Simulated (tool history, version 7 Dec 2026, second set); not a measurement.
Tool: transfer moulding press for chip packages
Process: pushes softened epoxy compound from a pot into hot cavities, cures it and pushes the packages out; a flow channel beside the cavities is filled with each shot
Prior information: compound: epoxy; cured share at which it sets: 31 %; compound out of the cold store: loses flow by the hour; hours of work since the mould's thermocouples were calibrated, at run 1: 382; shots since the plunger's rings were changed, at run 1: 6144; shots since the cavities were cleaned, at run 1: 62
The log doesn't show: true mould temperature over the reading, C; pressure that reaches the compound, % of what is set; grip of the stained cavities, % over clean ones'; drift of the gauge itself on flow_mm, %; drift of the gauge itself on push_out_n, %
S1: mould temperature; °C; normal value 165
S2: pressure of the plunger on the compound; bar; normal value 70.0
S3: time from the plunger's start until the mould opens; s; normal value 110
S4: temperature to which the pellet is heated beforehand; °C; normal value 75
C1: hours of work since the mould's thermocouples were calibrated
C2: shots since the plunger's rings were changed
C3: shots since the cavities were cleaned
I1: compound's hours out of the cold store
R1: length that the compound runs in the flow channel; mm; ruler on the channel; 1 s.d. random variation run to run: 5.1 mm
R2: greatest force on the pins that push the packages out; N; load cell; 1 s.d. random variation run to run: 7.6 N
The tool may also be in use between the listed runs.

run 1 hour=0.0 | S1=165 S2=70.0 S3=110 S4=75 | C1=382 C2=6144 C3=62 | I1=17.2 | R1=569 R2=350
run 2 hour=34.1 | S1=165 S2=70.0 S3=110 S4=75 | C1=398 C2=6389 C3=307 | I1=29.1 | R1=536 R2=407
-- hour=45.8 plunger's sealing rings changed
run 3 hour=53.4 | S1=165 S2=70.0 S3=110 S4=75 | C1=406 C2=55 C3=428 | I1=20.5 | R1=591 R2=444
run 4 hour=75.5 | S1=165 S2=70.0 S3=110 S4=75 | C1=416 C2=214 C3=587 | I1=26.9 | R1=569 R2=471
run 5 hour=105.3 | S1=165 S2=70.0 S3=110 S4=75 | C1=430 C2=428 C3=801 | I1=11.6 | R1=616 R2=490
-- hour=118.1 cavities cleaned with cleaning compound and waxed
run 6 hour=128.1 | S1=165 S2=70.0 S3=110 S4=75 | C1=440 C2=581 C3=71 | I1=34.5 | R1=550 R2=339
run 7 hour=158.4 | S1=165 S2=70.0 S3=110 S4=75 | C1=454 C2=799 C3=289 | I1=35.9 | R1=554 R2=395
run 8 hour=179.0 | S1=170 S2=70.0 S3=110 S4=75 | C1=463 C2=947 C3=437 | I1=34.6 | R1=546 R2=385
run 9 hour=215.8 | S1=170 S2=70.0 S3=110 S4=75 | C1=480 C2=1212 C3=702 | I1=24.7 | R1=564 R2=427
run 10 hour=236.7 | S1=170 S2=70.0 S3=110 S4=75 | C1=490 C2=1363 C3=853 | I1=12.6 | R1=590 R2=455
-- hour=242.0 cavities cleaned with cleaning compound and waxed
run 11 hour=261.9 | S1=166 S2=70.0 S3=110 S4=75 | C1=501 C2=1532 C3=142 | I1=27.2 | R1=571 R2=371
run 12 hour=300.5 | S1=165 S2=70.0 S3=110 S4=75 | C1=519 C2=1810 C3=420 | I1=35.2 | R1=544 R2=446
run 13 hour=325.7 | S1=165 S2=70.0 S3=110 S4=75 | C1=531 C2=1992 C3=602 | I1=44.0 | R1=526 R2=469
run 14 hour=360.5 | S1=165 S2=75.2 S3=110 S4=75 | C1=547 C2=2242 C3=852 | I1=8.4 | R1=633 R2=502
-- hour=368.8 cavities cleaned with cleaning compound and waxed
run 15 hour=394.2 | S1=166 S2=75.2 S3=110 S4=71 | C1=562 C2=2474 C3=183 | I1=45.3 | R1=535 R2=381
run 16 hour=427.5 | S1=166 S2=75.2 S3=110 S4=71 | C1=577 C2=2713 C3=422 | I1=14.7 | R1=613 R2=428
run 17 hour=446.7 | S1=164 S2=75.2 S3=110 S4=73 | C1=586 C2=2851 C3=560 | I1=28.9 | R1=569 R2=486
run 18 hour=471.4 | S1=164 S2=75.2 S3=110 S4=73 | C1=597 C2=3029 C3=738 | I1=41.5 | R1=547 R2=503
-- hour=493.9 cavities cleaned with cleaning compound and waxed
run 19 hour=494.7 | S1=164 S2=75.2 S3=110 S4=73 | C1=608 C2=3186 C3=6 | I1=40.1 | R1=546 R2=340
run 20 hour=530.6 | S1=160 S2=70.0 S3=149 S4=83 | C1=624 C2=3444 C3=264 | I1=21.0 | R1=580 R2=366
run 21 hour=562.3 | S1=159 S2=70.0 S3=149 S4=71 | C1=639 C2=3672 C3=492 | I1=18.3 | R1=589 R2=400
run 22 hour=579.8 | S1=165 S2=73.2 S3=110 S4=75 | C1=647 C2=3798 C3=618 | I1=39.7 | R1=543 R2=460
run 23 hour=609.2 | S1=165 S2=55.3 S3=110 S4=73 | C1=661 C2=4009 C3=829 | I1=11.7 | R1=520 R2=485
-- hour=618.7 cavities cleaned with cleaning compound and waxed
run 24 hour=640.9 | S1=163 S2=55.3 S3=129 S4=73 | C1=675 C2=4226 C3=159 | I1=10.1 | R1=531 R2=355
run 25 hour=673.8 | S1=163 S2=82.8 S3=129 S4=73 | C1=690 C2=4463 C3=396 | I1=20.4 | R1=616 R2=402
run 26 hour=698.0 | S1=166 S2=70.0 S3=100 S4=75 | C1=701 C2=4637 C3=570 | I1=16.4 | R1=566 R2=490
run 27 hour=724.2 | S1=166 S2=70.0 S3=100 S4=75 | C1=713 C2=4825 C3=758 | I1=10.7 | R1=598 R2=506
-- hour=743.3 cavities cleaned with cleaning compound and waxed
run 28 hour=764.3 | S1=166 S2=86.9 S3=98 S4=67 | C1=731 C2=5103 C3=151 | I1=41.6 | R1=576 R2=388

Here are 3 independent what-if runs from the current tool condition. What would each one return?
run A hour=781.4 | S1=166 S2=86.9 S3=102 S4=67 | C1=739 C2=5226 C3=274 | I1=35.7 | R1=? R2=?
run B hour=781.4 | S1=161 S2=86.9 S3=127 S4=67 | C1=739 C2=5226 C3=274 | I1=47.6 | R1=? R2=?
run C hour=781.4 | S1=165 S2=70.0 S3=110 S4=69 | C1=739 C2=5226 C3=274 | I1=17.6 | R1=? R2=?

run=A R1=588 R2=415
run=B R1=564 R2=367
run=C R1=569 R2=409
Take away the tool's hidden state, keep each run's random variation, and the runs would have read:
run=A R1=617 R2=352
run=B R1=592 R2=306
run=C R1=596 R2=345
